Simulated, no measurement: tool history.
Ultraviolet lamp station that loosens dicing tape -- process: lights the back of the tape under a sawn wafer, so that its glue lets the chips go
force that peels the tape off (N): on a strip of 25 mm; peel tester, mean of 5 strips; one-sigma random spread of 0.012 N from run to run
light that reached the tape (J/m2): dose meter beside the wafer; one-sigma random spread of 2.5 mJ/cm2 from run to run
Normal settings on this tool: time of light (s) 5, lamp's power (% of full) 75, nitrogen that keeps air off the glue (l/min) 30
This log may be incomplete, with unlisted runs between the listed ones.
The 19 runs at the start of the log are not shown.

run,hour,time of light (s),lamp's power (% of full),nitrogen that keeps air off the glue (l/min),force that peels the tape off (N),light that reached the tape (J/m2)
20,957.9,7,75,30,0.492,2940
21,1025.4,3,75,30,2.343,1240
22,1058.8,9,73,50,0.232,3570
# hour 1086.6: window cleaned of glue's vapour
23,1121.2,4,69,30,1.535,1710
24,1175.1,6,84,13,0.798,3090
25,1227.8,6,84,13,0.824,3060
26,1296.7,3,83,30,1.848,1440
27,1325.6,5,94,30,0.583,2750
28,1392.1,3,89,40,1.596,1560
29,1428,3,90,55,1.432,1520
30,1493.2,7,90,34,0.278,3530
31,1532.3,2,92,19,3.258,1010
32,1575.7,5,62,22,1.706,1680
33,1625.5,5,62,22,1.794,1690
34,1657.1,5,62,22,1.8,1640
35,1692.5,8,62,22,0.798,2600
36,1739.4,6,62,22,1.417,1890
37,1796.5,6,62,22,1.463,1900
38,1833.9,6,62,22,1.441,1820
39,1870.7,5,69,30,1.478,1730
40,1911.3,5,69,30,1.496,1710
41,1956.2,5,74,30,1.35,1770
42,2022.4,7,68,22,1.084,2280

Below are 5 alternative next runs, each starting from the tool's condition after run 42. Predict each:
A,2063.4,2,79,21,?,?
B,2063.4,5,76,30,?,?
C,2063.4,5,75,17,?,?
D,2063.4,2,81,13,?,?
E,2063.4,8,100,38,?,?

run,force that peels the tape off (N),light that reached the tape (J/m2)
A,3.879,750
B,1.421,1780
C,1.855,1700
D,4.222,780
E,0.215,3740
Without the tool's hidden state the same runs would have given:
run,force that peels the tape off (N),light that reached the tape (J/m2)
A,2.586,1220
B,0.513,2920
C,0.77,2820
D,2.948,1260
E,0.067,6140
